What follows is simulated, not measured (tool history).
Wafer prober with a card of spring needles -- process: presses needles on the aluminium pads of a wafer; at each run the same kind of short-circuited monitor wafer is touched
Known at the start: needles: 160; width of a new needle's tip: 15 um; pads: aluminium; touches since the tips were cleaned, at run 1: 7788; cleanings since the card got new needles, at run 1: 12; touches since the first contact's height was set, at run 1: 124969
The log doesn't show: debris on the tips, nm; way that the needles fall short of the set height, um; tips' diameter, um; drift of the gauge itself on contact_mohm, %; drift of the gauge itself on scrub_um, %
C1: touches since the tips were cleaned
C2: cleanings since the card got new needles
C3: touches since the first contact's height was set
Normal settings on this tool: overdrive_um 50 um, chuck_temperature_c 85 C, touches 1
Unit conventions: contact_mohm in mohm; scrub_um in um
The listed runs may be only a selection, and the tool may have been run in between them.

Run 1, hour 0: usual settings; C1 7788; C2 12; C3 124969. Result: contact_mohm 290 mohm, scrub_um 11.09 um.
At hour 3.2: tips cleaned on abrasive film.
At hour 43.8: tips cleaned on abrasive film.
At hour 57.3: height of the first contact set anew.
Run 2, hour 66.7: usual settings but chuck_temperature_c 117 C; C1 4843; C2 14; C3 2007. Result: contact_mohm 285 mohm, scrub_um 10.93 um.
At hour 82.2: tips cleaned on abrasive film.
At hour 125: tips cleaned on abrasive film.
Run 3, hour 141.4: usual settings but overdrive_um 32 um; C1 3510; C2 16; C3 17996. Result: contact_mohm 382 mohm, scrub_um 6.88 um.
At hour 166.4: tips cleaned on abrasive film.
Run 4, hour 204: usual settings; C1 8061; C2 17; C3 31410. Result: contact_mohm 296 mohm, scrub_um 10.89 um.
At hour 210.7: tips cleaned on abrasive film.
At hour 227.1: height of the first contact set anew, once more.
Run 5, hour 246.8: usual settings; C1 7678; C2 18; C3 4237. Result: contact_mohm 294 mohm, scrub_um 11.22 um.
At hour 251.1: tips cleaned on abrasive film.
At hour 291.4: tips cleaned on abrasive film.
Run 6, hour 292.7: usual settings; C1 268; C2 20; C3 14040. Result: contact_mohm 211 mohm, scrub_um 11.29 um.
At hour 330.5: tips cleaned on abrasive film.
Run 7, hour 348.2: usual settings; C1 3804; C2 21; C3 25934. Result: contact_mohm 278 mohm, scrub_um 11.15 um.
At hour 372.3: tips cleaned on abrasive film.
Run 8, hour 392: usual settings but touches 3; C1 4227; C2 22; C3 35301. Result: contact_mohm 227 mohm, scrub_um 11.12 um.
At hour 411.8: tips cleaned on abrasive film.
Run 9, hour 430.8: usual settings but overdrive_um 60 um; C1 4087; C2 23; C3 43610. Result: contact_mohm 245 mohm, scrub_um 13.36 um.
At hour 453.7: tips cleaned on abrasive film.
At hour 493.1: tips cleaned on abrasive film.
Run 10, hour 500: usual settings but overdrive_um 60 um; C1 1463; C2 25; C3 58408. Result: contact_mohm 224 mohm, scrub_um 13.42 um.
At hour 531.5: tips cleaned on abrasive film.
Run 11, hour 567.8: usual settings but overdrive_um 60 um, chuck_temperature_c 64 C; C1 7787; C2 26; C3 72946. Result: contact_mohm 263 mohm, scrub_um 13.4 um.
At hour 573.6: tips cleaned on abrasive film.
At hour 612.7: tips cleaned on abrasive film.
Run 12, hour 616.5: usual settings but overdrive_um 60 um, chuck_temperature_c 64 C; C1 816; C2 28; C3 83359. Result: contact_mohm 210 mohm, scrub_um 13.37 um.
At hour 651.4: tips cleaned on abrasive film.
Run 13, hour 684: usual settings but overdrive_um 60 um, chuck_temperature_c 64 C; C1 7011; C2 29; C3 97822. Result: contact_mohm 261 mohm, scrub_um 13.32 um.
At hour 689.8: tips cleaned on abrasive film.
At hour 732: tips cleaned on abrasive film.
Run 14, hour 750.2: usual settings but overdrive_um 60 um, chuck_temperature_c 64 C; C1 3922; C2 31; C3 111981. Result: contact_mohm 248 mohm, scrub_um 13.28 um.
At hour 770.3: tips cleaned on abrasive film.
At hour 810.7: tips cleaned on abrasive film.
Run 15, hour 815.4: usual settings but overdrive_um 60 um, chuck_temperature_c 47 C; C1 1025; C2 33; C3 125929. Result: contact_mohm 218 mohm, scrub_um 13.18 um.
At hour 852.6: tips cleaned on abrasive film.
At hour 871: height of the first contact set anew.
Run 16, hour 886.2: usual settings but overdrive_um 38 um, chuck_temperature_c 30 C, touches 2; C1 7133; C2 34; C3 3269. Result: contact_mohm 300 mohm, scrub_um 8.54 um.
At hour 891: tips cleaned on abrasive film.
At hour 933: tips cleaned on abrasive film.
Run 17, hour 942.9: usual settings but overdrive_um 45 um, chuck_temperature_c 105 C, touches 3; C1 2114; C2 36; C3 15394. Result: contact_mohm 234 mohm, scrub_um 10.15 um.
At hour 972.6: tips cleaned on abrasive film.
Run 18, hour 987.8: usual settings but overdrive_um 31 um, chuck_temperature_c 96 C; C1 3261; C2 37; C3 25009. Result: contact_mohm 393 mohm, scrub_um 6.93 um.
At hour 1015.8: tips cleaned on abrasive film.
Run 19, hour 1030.9: usual settings but overdrive_um 42 um, chuck_temperature_c 36 C, touches 3; C1 3245; C2 38; C3 34237. Result: contact_mohm 230 mohm, scrub_um 9.32 um.
At hour 1054.2: tips cleaned on abrasive film.
At hour 1094.7: tips cleaned on abrasive film.
Run 20, hour 1094.7: usual settings but overdrive_um 42 um, chuck_temperature_c 36 C, touches 3; C1 0; C2 40; C3 47879. Result: contact_mohm 194 mohm, scrub_um 9.36 um.
At hour 1133.7: tips cleaned on abrasive film.
Run 21, hour 1133.7: usual settings but overdrive_um 42 um, chuck_temperature_c 36 C, touches 3; C1 0; C2 41; C3 56224. Result: contact_mohm 195 mohm, scrub_um 9.29 um.
Run 22, hour 1167: usual settings but chuck_temperature_c 105 C; C1 7149; C2 41; C3 63373. Result: contact_mohm 303 mohm, scrub_um 11.17 um.
At hour 1173.7: tips cleaned on abrasive film.
Run 23, hour 1206.5: usual settings but chuck_temperature_c 122 C, touches 2; C1 7020; C2 42; C3 71816. Result: contact_mohm 264 mohm, scrub_um 11.08 um.
At hour 1213: tips cleaned on abrasive film.
At hour 1253: tips cleaned on abrasive film.
Run 24, hour 1272.8: usual settings but overdrive_um 39 um, touches 2; C1 4237; C2 44; C3 86005. Result: contact_mohm 291 mohm, scrub_um 8.6 um.
At hour 1293.6: tips cleaned on abrasive film.
At hour 1335: tips cleaned on abrasive film.
Run 25, hour 1339.8: usual settings but chuck_temperature_c 113 C, touches 2; C1 1030; C2 46; C3 100341. Result: contact_mohm 226 mohm, scrub_um 10.98 um.
At hour 1373.9: tips cleaned on abrasive film.
At hour 1414.1: tips cleaned on abrasive film.
Run 26, hour 1415: usual settings but overdrive_um 36 um, chuck_temperature_c 49 C; C1 204; C2 48; C3 116445. Result: contact_mohm 226 mohm, scrub_um 7.85 um.
At hour 1456.8: tips cleaned on abrasive film.
Run 27, hour 1459.6: usual settings but overdrive_um 43 um, chuck_temperature_c 78 C; C1 601; C2 49; C3 125977. Result: contact_mohm 242 mohm, scrub_um 9.44 um.

5 ways to go on from here, each from the tool as it stands after run 27. What would each give?
At hour 1497.5: tips cleaned on abrasive film.
At hour 1513.3: height of the first contact set anew.
Run A, hour 1530.6: usual settings but overdrive_um 30 um, chuck_temperature_c 67 C, touches 2; C1 7024; C2 50; C3 3716. Result: contact_mohm ?, scrub_um ?.
At hour 1497.5: tips cleaned on abrasive film.
At hour 1513.3: height of the first contact set anew.
Run B, hour 1530.6: usual settings but overdrive_um 46 um, chuck_temperature_c 28 C, touches 2; C1 7024; C2 50; C3 3716. Result: contact_mohm ?, scrub_um ?.
At hour 1497.5: tips cleaned on abrasive film.
At hour 1513.3: height of the first contact set anew.
Run C, hour 1530.6: usual settings but overdrive_um 54 um, chuck_temperature_c 112 C, touches 3; C1 7024; C2 50; C3 3716. Result: contact_mohm ?, scrub_um ?.
At hour 1497.5: tips cleaned on abrasive film.
At hour 1513.3: height of the first contact set anew.
Run D, hour 1530.6: usual settings but overdrive_um 39 um, chuck_temperature_c 115 C; C1 7024; C2 50; C3 3716. Result: contact_mohm ?, scrub_um ?.
At hour 1497.5: tips cleaned on abrasive film.
At hour 1513.3: height of the first contact set anew.
Run E, hour 1530.6: usual settings but overdrive_um 43 um, chuck_temperature_c 119 C; C1 7024; C2 50; C3 3716. Result: contact_mohm ?, scrub_um ?.

run  contact_mohm  scrub_um
  A           376      6.73
  B           262     10.36
  C           229     12.12
  D           367      8.74
  E           335      9.66
Had the tool no hidden state, the same runs would have come out as:
run  contact_mohm  scrub_um
  A           207      6.73
  B           182     10.36
  C           197     12.12
  D           210      8.74
  E           205      9.66
